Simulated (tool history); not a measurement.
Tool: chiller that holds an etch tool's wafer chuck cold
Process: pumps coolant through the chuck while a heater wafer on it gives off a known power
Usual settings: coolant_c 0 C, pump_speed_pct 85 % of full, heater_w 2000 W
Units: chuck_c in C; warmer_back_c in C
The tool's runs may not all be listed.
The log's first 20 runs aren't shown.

run     day  coolant_c  pump_speed_pct  heater_w  chuck_c  warmer_back_c
     30.433  -- chiller's thermometer calibrated, once more
 21  30.546          5              85      2000     19.4           8.95
 22  32.412          0              64      2000     19.1          12.14
 23  34.367          5              64      2000     24.2          12.27
 24  35.488          5              62      1947     24.2          12.33
 25  36.696          9              85      2353     25.9          10.53
 26  38.371          9              85      2353       26          10.58
 27  40.238          1              66      2885     27.8          16.98
 28  41.262         -4              66      2885     22.9          17.03
 29  42.279         -5              85      1063      2.7           4.78

Run 30 comes next. What will it give?
 30  43.683         -5              85      1063        ?              ?

{"run 30": {"chuck_c": 2.8, "warmer_back_c": 4.81}}
Without the tool's hidden state the same run would have given chuck_c 2.5 C, warmer_back_c 4.67 C.
